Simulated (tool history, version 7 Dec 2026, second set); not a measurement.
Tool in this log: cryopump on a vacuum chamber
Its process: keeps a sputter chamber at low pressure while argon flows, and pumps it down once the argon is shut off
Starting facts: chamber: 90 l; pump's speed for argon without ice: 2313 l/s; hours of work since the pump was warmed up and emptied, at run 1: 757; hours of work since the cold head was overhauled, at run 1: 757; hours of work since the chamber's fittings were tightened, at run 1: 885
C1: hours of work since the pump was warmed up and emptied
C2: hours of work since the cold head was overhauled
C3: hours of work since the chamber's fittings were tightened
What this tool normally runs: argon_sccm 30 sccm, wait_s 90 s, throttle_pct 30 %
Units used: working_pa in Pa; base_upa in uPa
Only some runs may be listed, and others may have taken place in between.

{"run": 1, "hour": 0.0, "argon_sccm": 30, "wait_s": 90, "throttle_pct": 30, "C1": 757, "C2": 757, "C3": 885, "working_pa": 0.0812, "base_upa": 1.47}
{"run": 2, "hour": 78.5, "argon_sccm": 30, "wait_s": 90, "throttle_pct": 30, "C1": 823, "C2": 823, "C3": 950, "working_pa": 0.0804, "base_upa": 1.56}
{"hour": 106.6, "done": "pump warmed up, emptied and cooled again"}
{"run": 3, "hour": 146.4, "argon_sccm": 30, "wait_s": 86, "throttle_pct": 30, "C1": 33, "C2": 875, "C3": 1002, "working_pa": 0.0742, "base_upa": 1.35}
{"run": 4, "hour": 200.3, "argon_sccm": 30, "wait_s": 86, "throttle_pct": 30, "C1": 78, "C2": 920, "C3": 1047, "working_pa": 0.0739, "base_upa": 1.39}
{"run": 5, "hour": 257.4, "argon_sccm": 30, "wait_s": 86, "throttle_pct": 37, "C1": 125, "C2": 967, "C3": 1095, "working_pa": 0.0607, "base_upa": 1.46}
{"run": 6, "hour": 326.3, "argon_sccm": 30, "wait_s": 90, "throttle_pct": 30, "C1": 183, "C2": 1025, "C3": 1152, "working_pa": 0.0729, "base_upa": 1.46}
{"run": 7, "hour": 416.9, "argon_sccm": 14, "wait_s": 90, "throttle_pct": 35, "C1": 258, "C2": 1100, "C3": 1227, "working_pa": 0.0309, "base_upa": 1.53}
{"run": 8, "hour": 511.2, "argon_sccm": 14, "wait_s": 90, "throttle_pct": 35, "C1": 336, "C2": 1178, "C3": 1306, "working_pa": 0.0301, "base_upa": 1.68}
{"run": 9, "hour": 601.2, "argon_sccm": 33, "wait_s": 64, "throttle_pct": 30, "C1": 411, "C2": 1253, "C3": 1381, "working_pa": 0.0841, "base_upa": 1.94}
{"run": 10, "hour": 685.1, "argon_sccm": 19, "wait_s": 64, "throttle_pct": 30, "C1": 481, "C2": 1323, "C3": 1450, "working_pa": 0.0485, "base_upa": 1.99}
{"run": 11, "hour": 793.9, "argon_sccm": 19, "wait_s": 64, "throttle_pct": 30, "C1": 572, "C2": 1413, "C3": 1541, "working_pa": 0.0494, "base_upa": 2.18}
{"run": 12, "hour": 870.7, "argon_sccm": 19, "wait_s": 188, "throttle_pct": 30, "C1": 635, "C2": 1477, "C3": 1605, "working_pa": 0.0508, "base_upa": 1.79}

4 options for the next run, each taken on its own from the tool as it stands now. Forecast them:
{"run": "A", "hour": 922.2, "argon_sccm": 12, "wait_s": 36, "throttle_pct": 24, "C1": 678, "C2": 1520, "C3": 1647, "working_pa": "?", "base_upa": "?"}
{"run": "B", "hour": 922.2, "argon_sccm": 19, "wait_s": 188, "throttle_pct": 22, "C1": 678, "C2": 1520, "C3": 1647, "working_pa": "?", "base_upa": "?"}
{"run": "C", "hour": 922.2, "argon_sccm": 36, "wait_s": 285, "throttle_pct": 30, "C1": 678, "C2": 1520, "C3": 1647, "working_pa": "?", "base_upa": "?"}
{"run": "D", "hour": 922.2, "argon_sccm": 30, "wait_s": 90, "throttle_pct": 31, "C1": 678, "C2": 1520, "C3": 1647, "working_pa": "?", "base_upa": "?"}

run=A working_pa=0.0389 base_upa=2.85
run=B working_pa=0.0678 base_upa=1.76
run=C working_pa=0.0952 base_upa=1.68
run=D working_pa=0.0770 base_upa=2.10
Take away the tool's hidden state, keep each run's random variation, and the runs would have read:
run=A working_pa=0.0364 base_upa=1.42
run=B working_pa=0.0637 base_upa=0.34
run=C working_pa=0.0876 base_upa=0.28
run=D working_pa=0.0707 base_upa=0.65
